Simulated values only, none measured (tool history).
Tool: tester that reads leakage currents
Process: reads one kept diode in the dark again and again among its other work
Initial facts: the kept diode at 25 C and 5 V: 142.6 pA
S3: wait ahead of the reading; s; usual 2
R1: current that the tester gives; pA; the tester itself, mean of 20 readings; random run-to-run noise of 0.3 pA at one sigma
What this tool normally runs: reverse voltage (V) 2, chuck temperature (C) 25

Run 1, hour 0: usual settings. Result: R1 110.1 pA.
Run 2, hour 133: usual settings. Result: R1 110.99 pA.
Run 3, hour 265.8: usual settings. Result: R1 113.01 pA.
Run 4, hour 332.8: usual settings but S3 1.63 s. Result: R1 113.63 pA.
Run 5, hour 390.6: usual settings but S3 1.63 s. Result: R1 113.39 pA.
Run 6, hour 466.7: usual settings but S3 1.63 s. Result: R1 114 pA.
Run 7, hour 580.8: usual settings but S3 1.63 s. Result: R1 114.6 pA.
Run 8, hour 680.5: usual settings but S3 1.63 s. Result: R1 116.28 pA.
At hour 724.2: chuck's temperature calibrated.
Run 9, hour 788.6: usual settings but chuck temperature (C) 39, S3 1.63 s. Result: R1 331.6 pA.
Run 10, hour 877: usual settings but chuck temperature (C) 39, S3 1.63 s. Result: R1 332.24 pA.
Run 11, hour 947.5: usual settings but chuck temperature (C) 36. Result: R1 259.73 pA.
Run 12, hour 1078.3: usual settings. Result: R1 102.37 pA.
Run 13, hour 1141.9: usual settings. Result: R1 102.23 pA.
Run 14, hour 1264.8: usual settings. Result: R1 103.1 pA.
Run 15, hour 1380.9: usual settings. Result: R1 103.44 pA.
Run 16, hour 1440.4: usual settings. Result: R1 104.07 pA.
Run 17, hour 1496: usual settings but S3 5.17 s. Result: R1 104.46 pA.
Run 18, hour 1558.7: usual settings but S3 9.48 s. Result: R1 104.99 pA.
Run 19, hour 1690.4: usual settings but S3 9.48 s. Result: R1 105.89 pA.
Run 20, hour 1802.7: usual settings but S3 9.48 s. Result: R1 106.64 pA.
Run 21, hour 1874.6: usual settings but S3 9.48 s. Result: R1 107.69 pA.
Run 22, hour 1930.1: usual settings but S3 9.48 s. Result: R1 107.4 pA.
At hour 2039.1: probe card cleaned and baked.
Run 23, hour 2054.1: usual settings but reverse voltage (V) 8.84, chuck temperature (C) 29, S3 3.61 s. Result: R1 280.71 pA.
Run 24, hour 2118: usual settings but reverse voltage (V) 8.84, chuck temperature (C) 29, S3 3.61 s. Result: R1 281.41 pA.
Run 25, hour 2248.7: usual settings but reverse voltage (V) 8.84, chuck temperature (C) 29, S3 3.61 s. Result: R1 285.55 pA.
At hour 2355.5: tester calibrated.
Run 26, hour 2362.5: usual settings but reverse voltage (V) 8.84, chuck temperature (C) 29, S3 3.61 s. Result: R1 288.59 pA.
Run 27, hour 2470: usual settings but chuck temperature (C) 23, S3 1.48 s. Result: R1 91.25 pA.
Run 28, hour 2554.1: usual settings but chuck temperature (C) 23, S3 1.48 s. Result: R1 92.23 pA.
Run 29, hour 2636.6: usual settings but chuck temperature (C) 21, S3 8.35 s. Result: R1 77.63 pA.
Run 30, hour 2736.7: usual settings but chuck temperature (C) 21, S3 8.35 s. Result: R1 77.53 pA.
Run 31, hour 2833.7: usual settings but chuck temperature (C) 21, S3 8.35 s. Result: R1 78.33 pA.
Run 32, hour 2943.9: usual settings but reverse voltage (V) 15.3, S3 6.97 s. Result: R1 270.67 pA.
Run 33, hour 3050.1: usual settings but reverse voltage (V) 15.3, S3 6.97 s. Result: R1 273.97 pA.
Run 34, hour 3169.2: usual settings but S3 0.69 s. Result: R1 115.45 pA.
At hour 3247: chuck's temperature calibrated.
Run 35, hour 3295.4: usual settings but reverse voltage (V) 8.14. Result: R1 178.93 pA.
Run 36, hour 3363: usual settings but reverse voltage (V) 8.14. Result: R1 180.16 pA.
Run 37, hour 3442.1: usual settings but reverse voltage (V) 8.14. Result: R1 181.5 pA.
Run 38, hour 3542.4: usual settings but reverse voltage (V) 19.31, S3 0.64 s. Result: R1 270.65 pA.
Run 39, hour 3635.3: usual settings but reverse voltage (V) 19.31, S3 0.64 s. Result: R1 272.46 pA.
Run 40, hour 3743.8: usual settings but reverse voltage (V) 19.31, S3 0.64 s. Result: R1 274.56 pA.

Hidden state or all else? Some run-to-run changes of R1, split into what the settings, what came in and random variation would give without the hidden state, and what is left for the hidden state (with any gauge scatter that isn't in both results):
The tool's hidden condition here consists of: stray current of the dirty probe card, pA a volt; current scale over the true one, %; true chuck temperature over the reading, C; drift of the gauge itself on leakage_pa, %.
Run 8 -> 9: chuck temperature (C) 25 -> 39, chuck's temperature calibrated. R1 +215.32 pA: hidden state -16.29, all else +231.61.
Run 26 -> 27: reverse voltage (V) 8.84 -> 2, chuck temperature (C) 29 -> 23, S3 3.61 -> 1.48. R1 -197.34 pA: hidden state -19.9, all else -177.44.
Run 31 -> 32: reverse voltage (V) 2 -> 15.3, chuck temperature (C) 21 -> 25, S3 8.35 -> 6.97. R1 +192.34 pA: hidden state +31.52, all else +160.82.
Run 33 -> 34: reverse voltage (V) 15.3 -> 2, S3 6.97 -> 0.69. R1 -158.52 pA: hidden state -27.41, all else -131.11.

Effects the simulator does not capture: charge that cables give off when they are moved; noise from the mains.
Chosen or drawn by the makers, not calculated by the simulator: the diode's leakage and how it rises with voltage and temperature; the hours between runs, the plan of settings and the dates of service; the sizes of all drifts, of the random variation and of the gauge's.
